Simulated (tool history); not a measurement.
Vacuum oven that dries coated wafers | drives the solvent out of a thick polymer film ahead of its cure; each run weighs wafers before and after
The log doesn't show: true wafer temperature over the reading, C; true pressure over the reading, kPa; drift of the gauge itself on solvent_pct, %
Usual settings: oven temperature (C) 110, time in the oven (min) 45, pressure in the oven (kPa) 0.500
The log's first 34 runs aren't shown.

run	hour	oven temperature (C)	time in the oven (min)	pressure in the oven (kPa)	hours of work since the thermocouples were calibrated	hours of work since the vacuum gauge was cleaned of residue	solvent left in the film (%)
35	478.9	111	49	0.989	240	562	1.721
36	493.0	111	49	0.989	249	572	1.728
37	506.8	111	35	0.989	258	581	2.642
38	519.6	107	45	0.254	266	589	1.933
39	530.2	104	54	0.782	273	596	2.631
40	544.9	104	54	0.782	283	606	2.616
41	562.0	104	54	0.782	295	617	2.624
42	570.9	100	43	0.301	300	623	4.308

Forecast run 43:
43	582.3	100	68	1.062	308	631	?

Run 43 gave solvent left in the film (%) 3.254.
Without the tool's hidden state the same run would have given solvent left in the film (%) 3.275.

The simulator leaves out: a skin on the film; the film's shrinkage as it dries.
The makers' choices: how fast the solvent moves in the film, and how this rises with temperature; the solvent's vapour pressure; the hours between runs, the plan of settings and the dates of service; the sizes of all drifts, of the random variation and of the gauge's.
